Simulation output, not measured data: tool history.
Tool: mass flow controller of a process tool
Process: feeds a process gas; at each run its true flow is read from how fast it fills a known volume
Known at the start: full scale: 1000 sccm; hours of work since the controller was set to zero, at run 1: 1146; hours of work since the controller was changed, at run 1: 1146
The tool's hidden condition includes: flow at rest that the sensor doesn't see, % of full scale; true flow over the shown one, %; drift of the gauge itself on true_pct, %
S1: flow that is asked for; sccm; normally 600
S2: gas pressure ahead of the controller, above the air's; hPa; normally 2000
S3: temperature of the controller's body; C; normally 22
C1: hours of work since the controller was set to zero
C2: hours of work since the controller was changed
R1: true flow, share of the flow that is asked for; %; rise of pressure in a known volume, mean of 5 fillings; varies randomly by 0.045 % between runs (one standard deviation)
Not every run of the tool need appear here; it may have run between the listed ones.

| run | hour | S1 | S2 | S3 | C1 | C2 | R1 |
|---|---|---|---|---|---|---|---|
| 1 | 0.0 | 600 | 2000 | 22 | 1146 | 1146 | 99.39 |
| 2 | 108.1 | 600 | 1810 | 22 | 1203 | 1203 | 99.44 |
| 3 | 249.0 | 600 | 1810 | 22 | 1278 | 1278 | 99.39 |
| 4 | 371.2 | 600 | 1810 | 22 | 1342 | 1342 | 99.29 |
| 5 | 537.1 | 600 | 2000 | 22 | 1429 | 1429 | 99.15 |
| 6 | 701.3 | 600 | 2000 | 22 | 1516 | 1516 | 99.09 |
| 7 | 827.3 | 600 | 2000 | 22 | 1582 | 1582 | 99.04 |
| 8 | 998.2 | 600 | 1600 | 22 | 1672 | 1672 | 99.10 |
| 9 | 1183.6 | 600 | 2240 | 22 | 1770 | 1770 | 98.90 |
| 10 | 1320.1 | 600 | 2000 | 22 | 1842 | 1842 | 98.90 |
| 11 | 1459.5 | 600 | 2000 | 22 | 1916 | 1916 | 98.90 |
| 12 | 1583.4 | 600 | 2000 | 22 | 1981 | 1981 | 98.86 |
| 13 | 1677.8 | 600 | 2000 | 22 | 2031 | 2031 | 98.74 |
| 14 | 1766.2 | 600 | 2000 | 34 | 2077 | 2077 | 99.99 |
| 15 | 1887.6 | 600 | 1600 | 22 | 2141 | 2141 | 98.85 |
| 16 | 2075.6 | 600 | 1600 | 22 | 2240 | 2240 | 98.76 |
| 17 | 2181.1 | 600 | 1600 | 22 | 2296 | 2296 | 98.70 |
| 18 | 2341.3 | 600 | 2000 | 36 | 2380 | 2380 | 100.05 |
| 19 | 2503.2 | 600 | 2000 | 36 | 2466 | 2466 | 99.97 |
| 20 | 2671.3 | 600 | 1470 | 29 | 2554 | 2554 | 99.36 |
| 21 | 2836.2 | 600 | 1910 | 23 | 2641 | 2641 | 98.49 |
| 22 | 2955.7 | 517 | 1780 | 37 | 2704 | 2704 | 99.92 |
| 23 | 3094.6 | 616 | 2170 | 22 | 2777 | 2777 | 98.13 |
| 24 | 3196.5 | 612 | 1430 | 21 | 2831 | 2831 | 98.33 |
| 25 | 3303.5 | 612 | 1430 | 21 | 2887 | 2887 | 98.37 |
| 26 | 3410.1 | 262 | 2130 | 40 | 2944 | 2944 | 99.81 |
| 27 | 3522.3 | 100 | 2520 | 31 | 3003 | 3003 | 98.61 |
| 28 | 3655.4 | 428 | 2000 | 28 | 3073 | 3073 | 98.59 |
|  | 3744.4 | gauge calibrated |
| 29 | 3787.6 | 428 | 2000 | 28 | 3142 | 3142 | 99.91 |
| 30 | 3887.7 | 428 | 2000 | 28 | 3195 | 3195 | 99.80 |
| 31 | 4045.8 | 428 | 2000 | 28 | 3279 | 3279 | 99.80 |
| 32 | 4142.3 | 600 | 2000 | 23 | 3329 | 3329 | 99.38 |
| 33 | 4242.2 | 458 | 2000 | 34 | 3382 | 3382 | 100.47 |
| 34 | 4388.2 | 458 | 2000 | 34 | 3459 | 3459 | 100.43 |
| 35 | 4553.3 | 458 | 2000 | 34 | 3546 | 3546 | 100.38 |
| 36 | 4667.1 | 458 | 2000 | 34 | 3606 | 3606 | 100.33 |
| 37 | 4853.5 | 458 | 2560 | 34 | 3704 | 3704 | 100.03 |
| 38 | 4970.3 | 458 | 2560 | 34 | 3766 | 3766 | 99.92 |

Subtracting, for every run, the result it would have given without the tool's unlogged condition from the measured result gives the following. The same run-to-run variation enters both numbers; the gauge's scatter may not:
| run | R1 |
|---|---|
| 1 | +0.00 |
| 2 | -0.04 |
| 3 | -0.09 |
| 4 | -0.13 |
| 5 | -0.19 |
| 6 | -0.26 |
| 7 | -0.30 |
| 8 | -0.37 |
| 9 | -0.44 |
| 10 | -0.49 |
| 11 | -0.54 |
| 12 | -0.59 |
| 13 | -0.63 |
| 14 | -0.67 |
| 15 | -0.71 |
| 16 | -0.78 |
| 17 | -0.82 |
| 18 | -0.89 |
| 19 | -0.95 |
| 20 | -1.01 |
| 21 | -1.06 |
| 22 | -1.13 |
| 23 | -1.16 |
| 24 | -1.20 |
| 25 | -1.24 |
| 26 | -1.29 |
| 27 | -1.31 |
| 28 | -1.37 |
| 29 | -0.01 |
| 30 | -0.05 |
| 31 | -0.11 |
| 32 | -0.14 |
| 33 | -0.19 |
| 34 | -0.24 |
| 35 | -0.30 |
| 36 | -0.35 |
| 37 | -0.42 |
| 38 | -0.46 |
